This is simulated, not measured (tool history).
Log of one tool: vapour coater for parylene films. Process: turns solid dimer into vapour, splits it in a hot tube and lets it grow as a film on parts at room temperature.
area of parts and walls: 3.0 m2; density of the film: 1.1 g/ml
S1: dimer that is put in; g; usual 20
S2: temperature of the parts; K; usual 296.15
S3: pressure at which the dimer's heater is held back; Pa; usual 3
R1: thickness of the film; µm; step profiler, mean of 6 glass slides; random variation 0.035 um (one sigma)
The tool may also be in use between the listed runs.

Run 1, hour 0: usual settings. Result: R1 3.48 µm.
Run 2, hour 25: usual settings. Result: R1 3.38 µm.
Run 3, hour 47.2: usual settings. Result: R1 3.39 µm.
At hour 68: trap's valve overhauled.
Run 4, hour 73.2: usual settings but S3 2.15 Pa. Result: R1 3.66 µm.
Run 5, hour 99.9: usual settings but S3 2.15 Pa. Result: R1 3.6 µm.
Run 6, hour 141.7: usual settings. Result: R1 3.4 µm.
Run 7, hour 165.7: usual settings. Result: R1 3.38 µm.
At hour 196.3: trap's valve overhauled, once more.
Run 8, hour 207.8: usual settings. Result: R1 3.64 µm.
Run 9, hour 252.1: usual settings. Result: R1 3.67 µm.
Run 10, hour 292.5: usual settings. Result: R1 3.62 µm.
Run 11, hour 312.7: usual settings but S1 32 g. Result: R1 5.76 µm.
Run 12, hour 335.1: usual settings but S1 32 g. Result: R1 5.76 µm.
Run 13, hour 373.5: usual settings but S1 25 g. Result: R1 4.49 µm.
Run 14, hour 396.7: usual settings. Result: R1 3.56 µm.
Run 15, hour 436.7: usual settings. Result: R1 3.51 µm.
Run 16, hour 481.2: usual settings. Result: R1 3.49 µm.
Run 17, hour 508.2: usual settings. Result: R1 3.5 µm.
Run 18, hour 544.5: usual settings. Result: R1 3.47 µm.
At hour 572.5: trap's valve overhauled.
Run 19, hour 590: usual settings. Result: R1 3.7 µm.
Run 20, hour 609.4: usual settings. Result: R1 3.66 µm.
At hour 624.3: table's thermometer calibrated.
Run 21, hour 651.7: usual settings but S2 291.15 K. Result: R1 3.9 µm.
Run 22, hour 680.1: usual settings but S2 291.15 K. Result: R1 3.87 µm.
Run 23, hour 718: usual settings but S2 301.15 K. Result: R1 3.34 µm.
Run 24, hour 752.3: usual settings but S2 297.15 K, S3 3.05 Pa. Result: R1 3.47 µm.
Run 25, hour 782.6: usual settings but S1 24 g, S3 11.06 Pa. Result: R1 3.07 µm.
Run 26, hour 828.9: usual settings but S1 29 g, S2 291.15 K, S3 3.57 Pa. Result: R1 5.26 µm.
Run 27, hour 847.6: usual settings but S1 29 g, S2 291.15 K, S3 3.57 Pa. Result: R1 5.36 µm.
Run 28, hour 871.7: usual settings but S3 5.51 Pa. Result: R1 2.95 µm.
Run 29, hour 905.2: usual settings but S1 24 g, S3 2.06 Pa. Result: R1 4.54 µm.
At hour 949: trap's valve overhauled.
Run 30, hour 949: usual settings but S2 297.15 K, S3 7.22 Pa. Result: R1 2.88 µm.
Run 31, hour 979: usual settings but S2 297.15 K, S3 7.22 Pa. Result: R1 2.82 µm.
Run 32, hour 1006.3: usual settings but S1 9 g, S3 10.18 Pa. Result: R1 1.24 µm.
Run 33, hour 1038.4: usual settings but S1 9 g, S3 10.18 Pa. Result: R1 1.19 µm.
Run 34, hour 1083.7: usual settings but S2 295.15 K, S3 4.71 Pa. Result: R1 3.25 µm.
Run 35, hour 1113.2: usual settings but S1 26 g, S2 295.15 K, S3 4.71 Pa. Result: R1 4.19 µm.
Run 36, hour 1142.3: usual settings but S1 16 g, S3 10.86 Pa. Result: R1 2.04 µm.
Run 37, hour 1180.7: usual settings but S1 31 g, S2 292.15 K, S3 7.46 Pa. Result: R1 4.66 µm.
Run 38, hour 1208.5: usual settings but S1 27 g, S2 308.15 K, S3 2.99 Pa. Result: R1 3.92 µm.
Run 39, hour 1237.6: usual settings but S1 27 g, S2 308.15 K, S3 2.11 Pa. Result: R1 4.28 µm.
Run 40, hour 1263: usual settings but S1 25 g, S2 302.15 K. Result: R1 3.92 µm.
Run 41, hour 1283.1: usual settings but S1 25 g, S2 302.15 K. Result: R1 3.94 µm.
At hour 1326: trap's valve overhauled.
Run 42, hour 1327.2: usual settings but S1 22 g, S2 294.15 K, S3 2.15 Pa. Result: R1 4.57 µm.
Run 43, hour 1365.4: usual settings but S2 290.15 K, S3 2.53 Pa. Result: R1 4.17 µm.
Run 44, hour 1396.5: usual settings but S3 5.53 Pa. Result: R1 3.09 µm.
Run 45, hour 1430.1: usual settings but S1 21 g, S2 297.15 K, S3 3.63 Pa. Result: R1 3.54 µm.
Run 46, hour 1456: usual settings but S1 21 g, S2 304.15 K, S3 3.63 Pa. Result: R1 3.17 µm.

4 ways to go on from here, each from the tool as it stands after run 46. What would each give?
Run A, hour 1492: usual settings but S1 8 g, S2 290.15 K, S3 3.63 Pa. Result: R1 ?.
Run B, hour 1492: usual settings but S1 12 g, S2 293.15 K, S3 9.18 Pa. Result: R1 ?.
Run C, hour 1492: usual settings but S3 3.34 Pa. Result: R1 ?.
Run D, hour 1492: usual settings but S1 11 g, S2 289.15 K. Result: R1 ?.

run    R1
  A   1.5
  B   1.7
  C  3.48
  D   2.2
Without the tool's hidden state the same runs would have given:
run    R1
  A  1.54
  B  1.74
  C  3.56
  D  2.26

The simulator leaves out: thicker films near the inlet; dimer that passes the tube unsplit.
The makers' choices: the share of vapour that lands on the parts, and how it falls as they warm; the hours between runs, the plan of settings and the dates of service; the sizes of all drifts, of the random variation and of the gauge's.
